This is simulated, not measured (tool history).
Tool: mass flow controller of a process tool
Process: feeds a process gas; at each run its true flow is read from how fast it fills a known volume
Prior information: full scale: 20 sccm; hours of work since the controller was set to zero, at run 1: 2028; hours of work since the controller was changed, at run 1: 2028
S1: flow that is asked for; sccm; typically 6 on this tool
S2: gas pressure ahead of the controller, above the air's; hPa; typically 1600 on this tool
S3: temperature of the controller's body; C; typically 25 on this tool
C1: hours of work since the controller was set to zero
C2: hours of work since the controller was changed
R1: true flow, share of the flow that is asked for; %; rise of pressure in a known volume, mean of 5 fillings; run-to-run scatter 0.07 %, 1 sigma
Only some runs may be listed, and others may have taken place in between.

run	day	S1	S2	S3	C1	C2	R1
1	0.000	6	1600	25	2028	2028	100.70
2	18.021	8	1600	25	2326	2326	100.99
3	28.338	8	1600	25	2496	2496	101.10
4	35.788	6	1600	25	2619	2619	101.60
5	43.975	6	1600	25	2754	2754	101.62
6	53.762	6	1600	25	2916	2916	101.91
7	71.929	6	1600	25	3216	3216	102.42
8	89.438	6	1600	25	3506	3506	102.76
9	100.725	4	1600	25	3692	3692	104.53
10	115.142	4	1600	25	3930	3930	104.63
11	127.129	4	1600	25	4128	4128	105.20
12	143.108	6	1600	25	4392	4392	104.21
13	156.046	6	1600	25	4606	4606	104.42
14	174.208	6	1600	25	4906	4906	104.82
15	191.133	7	1600	25	5186	5186	104.63
# day 205.392: controller's zero set anew
16	206.946	9	1600	25	26	5447	101.66
17	217.346	6	1740	25	197	5618	101.27
18	225.246	6	1740	25	328	5749	101.37
19	233.125	6	1920	25	458	5879	101.56
20	250.646	6	1920	32	748	6169	101.64
21	268.617	16	1980	23	1045	6466	103.18
22	284.342	2	2680	36	1304	6725	104.11

Estimate the outcome of run 23 from the log above:
23	297.212	2	2680	36	1517	6938	?

Run 23 gave R1 104.73 %.
With no hidden state in the tool, this same run would have given R1 96.61 %.
